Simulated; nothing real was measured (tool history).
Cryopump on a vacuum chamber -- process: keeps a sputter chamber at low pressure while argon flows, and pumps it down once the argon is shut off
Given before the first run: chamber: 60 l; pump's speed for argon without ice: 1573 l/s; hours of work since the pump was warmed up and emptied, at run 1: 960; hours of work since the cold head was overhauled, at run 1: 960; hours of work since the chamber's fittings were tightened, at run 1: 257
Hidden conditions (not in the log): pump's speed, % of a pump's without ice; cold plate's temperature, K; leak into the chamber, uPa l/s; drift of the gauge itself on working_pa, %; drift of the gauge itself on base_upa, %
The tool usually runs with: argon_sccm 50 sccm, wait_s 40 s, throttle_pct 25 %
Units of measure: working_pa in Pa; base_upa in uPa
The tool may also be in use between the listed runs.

run,hour,argon_sccm,wait_s,throttle_pct,hours of work since the pump was warmed up and emptied,hours of work since the cold head was overhauled,hours of work since the chamber's fittings were tightened,working_pa,base_upa
1,0.0,50,40,25,960,960,257,0.2340,2.82
# hour 19.2: pump warmed up, emptied and cooled again
2,36.9,50,40,25,15,988,285,0.2151,2.75
3,75.0,50,40,25,49,1021,318,0.2176,2.74
4,93.2,50,40,25,64,1037,334,0.2171,2.79
5,112.6,50,40,25,81,1054,351,0.2187,2.81
6,132.0,50,40,25,98,1071,368,0.2194,2.88
7,168.4,56,40,25,130,1102,399,0.2432,2.87
8,203.1,50,124,25,160,1133,430,0.2184,1.42
9,221.3,50,124,25,176,1148,445,0.2188,1.44
10,244.9,50,124,25,197,1169,466,0.2185,1.40
11,273.4,26,52,19,221,1194,491,0.1509,2.50
12,299.1,30,183,19,244,1216,513,0.1722,1.24
13,326.5,24,109,25,268,1240,537,0.1055,1.69
14,367.7,42,49,25,303,1276,573,0.1859,2.72
15,395.5,42,45,25,328,1300,597,0.1873,2.86
16,420.7,42,45,25,350,1322,619,0.1861,3.00
17,445.7,34,40,38,371,1344,641,0.1002,3.21

Here are 5 independent what-if runs from the current tool condition. What would each one return?
A,476.3,50,24,31,398,1370,667,?,?
B,476.3,36,40,25,398,1370,667,?,?
C,476.3,39,40,38,398,1370,667,?,?
D,476.3,50,33,29,398,1370,667,?,?
E,476.3,41,49,28,398,1370,667,?,?

run,working_pa,base_upa
A,0.1799,4.76
B,0.1595,3.29
C,0.1157,3.14
D,0.1938,3.77
E,0.1627,2.80
With no hidden state in the tool, these same runs would have given:
run,working_pa,base_upa
A,0.1731,3.95
B,0.1545,2.48
C,0.1103,2.35
D,0.1869,2.96
E,0.1571,2.01

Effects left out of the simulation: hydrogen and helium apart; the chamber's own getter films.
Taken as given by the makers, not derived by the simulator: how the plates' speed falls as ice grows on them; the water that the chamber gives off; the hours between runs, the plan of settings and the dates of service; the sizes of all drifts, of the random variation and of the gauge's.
